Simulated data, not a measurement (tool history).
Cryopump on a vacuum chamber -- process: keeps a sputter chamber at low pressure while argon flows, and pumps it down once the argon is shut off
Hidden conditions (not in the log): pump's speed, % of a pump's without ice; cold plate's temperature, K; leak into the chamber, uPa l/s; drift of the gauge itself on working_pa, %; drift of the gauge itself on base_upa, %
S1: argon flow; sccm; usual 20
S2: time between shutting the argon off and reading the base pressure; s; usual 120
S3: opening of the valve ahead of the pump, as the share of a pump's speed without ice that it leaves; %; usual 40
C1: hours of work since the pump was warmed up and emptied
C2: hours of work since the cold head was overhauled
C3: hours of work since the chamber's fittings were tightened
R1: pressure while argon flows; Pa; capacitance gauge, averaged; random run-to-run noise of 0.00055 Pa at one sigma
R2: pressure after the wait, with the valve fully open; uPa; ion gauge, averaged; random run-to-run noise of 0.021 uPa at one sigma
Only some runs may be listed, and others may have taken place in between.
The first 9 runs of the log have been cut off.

Run 10, hour 474.1: usual settings; C1 354; C2 1568; C3 59. Result: R1 0.0603 Pa, R2 0.44 uPa.
At hour 509.3: pump warmed up, emptied and cooled again.
Run 11, hour 527.4: usual settings; C1 14; C2 1605; C3 95. Result: R1 0.0569 Pa, R2 0.41 uPa.
Run 12, hour 573.4: usual settings; C1 48; C2 1639; C3 130. Result: R1 0.056 Pa, R2 0.41 uPa.
Run 13, hour 616.3: usual settings; C1 80; C2 1671; C3 162. Result: R1 0.0568 Pa, R2 0.43 uPa.
Run 14, hour 666: usual settings; C1 118; C2 1708; C3 199. Result: R1 0.0573 Pa, R2 0.47 uPa.
Run 15, hour 719.7: usual settings; C1 158; C2 1749; C3 239. Result: R1 0.0578 Pa, R2 0.48 uPa.
Run 16, hour 771.7: usual settings but S1 19 sccm, S2 55 s; C1 197; C2 1788; C3 278. Result: R1 0.0552 Pa, R2 0.75 uPa.
Run 17, hour 800.6: usual settings but S1 35 sccm, S3 16 %; C1 218; C2 1809; C3 300. Result: R1 0.2488 Pa, R2 0.53 uPa.
Run 18, hour 832.8: usual settings but S1 35 sccm, S3 16 %; C1 243; C2 1833; C3 324. Result: R1 0.2489 Pa, R2 0.55 uPa.
Run 19, hour 890.3: usual settings but S1 8 sccm, S3 28 %; C1 286; C2 1877; C3 367. Result: R1 0.0338 Pa, R2 0.56 uPa.
Run 20, hour 942.6: usual settings but S1 8 sccm, S2 42 s, S3 31 %; C1 325; C2 1916; C3 407. Result: R1 0.0306 Pa, R2 0.87 uPa.
Run 21, hour 1004.9: usual settings but S1 8 sccm, S2 42 s, S3 31 %; C1 371; C2 1962; C3 453. Result: R1 0.0307 Pa, R2 0.9 uPa.
At hour 1017.8: pump warmed up, emptied and cooled again.
Run 22, hour 1040: usual settings but S1 29 sccm; C1 17; C2 1985; C3 476. Result: R1 0.0815 Pa, R2 0.55 uPa.
Run 23, hour 1093.2: usual settings but S1 32 sccm, S2 165 s, S3 18 %; C1 56; C2 2025; C3 516. Result: R1 0.1999 Pa, R2 0.55 uPa.
Run 24, hour 1147.3: usual settings but S1 34 sccm, S2 25 s, S3 16 %; C1 97; C2 2065; C3 556. Result: R1 0.2401 Pa, R2 1.26 uPa.
Run 25, hour 1205.6: usual settings but S1 34 sccm, S2 25 s, S3 16 %; C1 141; C2 2109; C3 600. Result: R1 0.2411 Pa, R2 1.24 uPa.
Run 26, hour 1237.7: usual settings but S1 34 sccm, S2 25 s, S3 16 %; C1 165; C2 2133; C3 624. Result: R1 0.2396 Pa, R2 1.29 uPa.
Run 27, hour 1295.2: usual settings but S3 56 %; C1 208; C2 2176; C3 667. Result: R1 0.0427 Pa, R2 0.66 uPa.
Run 28, hour 1324.9: usual settings but S1 22 sccm, S2 60 s; C1 230; C2 2199; C3 689. Result: R1 0.0639 Pa, R2 0.87 uPa.
Run 29, hour 1360.4: usual settings but S1 28 sccm, S2 90 s; C1 257; C2 2225; C3 716. Result: R1 0.0827 Pa, R2 0.73 uPa.
Run 30, hour 1407.9: usual settings but S1 10 sccm, S2 139 s, S3 22 %; C1 292; C2 2261; C3 752. Result: R1 0.0518 Pa, R2 0.66 uPa.

Below are 4 alternative next runs, each starting from the tool's condition after run 30. Predict each:
Run A, hour 1468.8: usual settings but S1 18 sccm, S3 21 %; C1 338; C2 2307; C3 797. Result: R1 ?, R2 ?.
Run B, hour 1468.8: usual settings but S2 243 s; C1 338; C2 2307; C3 797. Result: R1 ?, R2 ?.
Run C, hour 1468.8: usual settings but S1 14 sccm, S2 53 s, S3 34 %; C1 338; C2 2307; C3 797. Result: R1 ?, R2 ?.
Run D, hour 1468.8: usual settings but S1 22 sccm, S2 54 s, S3 31 %; C1 338; C2 2307; C3 797. Result: R1 ?, R2 ?.

run      R1    R2
  A     0.1  0.79
  B  0.0599  0.62
  C  0.0491  0.95
  D  0.0833  0.98
Take away the tool's hidden state, keep each run's random variation, and the runs would have read:
run      R1    R2
  A  0.0961   0.4
  B  0.0556  0.25
  C   0.046  0.58
  D  0.0785   0.6
